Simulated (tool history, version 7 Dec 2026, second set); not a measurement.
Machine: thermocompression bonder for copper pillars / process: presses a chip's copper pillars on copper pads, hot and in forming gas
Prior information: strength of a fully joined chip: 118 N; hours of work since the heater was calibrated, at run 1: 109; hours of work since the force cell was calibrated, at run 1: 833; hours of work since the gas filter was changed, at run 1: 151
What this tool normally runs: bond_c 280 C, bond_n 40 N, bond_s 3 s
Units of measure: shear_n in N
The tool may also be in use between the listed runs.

run	hour	bond_c	bond_n	bond_s	hours of work since the heater was calibrated	hours of work since the force cell was calibrated	hours of work since the gas filter was changed	shear_n
1	0.0	280	40	3	109	833	151	83.4
2	4.5	280	40	3	112	835	153	83.8
3	10.7	280	40	3	114	838	156	83.4
4	18.2	280	40	3	118	841	159	82.0
5	23.2	280	40	3	120	843	161	82.0
6	32.3	280	40	3	124	847	165	81.1
7	42.1	280	40	3	128	852	170	81.6
8	49.2	280	40	3	131	855	173	81.8
9	53.4	280	40	3	133	857	175	82.0
10	58.5	280	40	3	135	859	177	80.2
11	65.8	280	40	3	139	862	180	81.6
12	70.4	280	40	3	141	864	182	81.2
13	75.4	280	40	3	143	866	184	80.6
14	85.1	252	28	2	147	871	189	43.0
15	94.6	268	31	2	151	875	193	57.2
16	101.5	253	44	2	154	878	196	57.7
17	111.0	253	44	2	159	882	200	56.6
18	117.2	276	44	4	161	885	203	87.5

Run 19 has not been measured yet. What should we expect?
19	121.8	256	40	2	163	887	205	?

shear_n: 56.6 N
If the tool had no hidden condition, the same run with the same run-to-run variation would have returned shear_n 55.3 N.

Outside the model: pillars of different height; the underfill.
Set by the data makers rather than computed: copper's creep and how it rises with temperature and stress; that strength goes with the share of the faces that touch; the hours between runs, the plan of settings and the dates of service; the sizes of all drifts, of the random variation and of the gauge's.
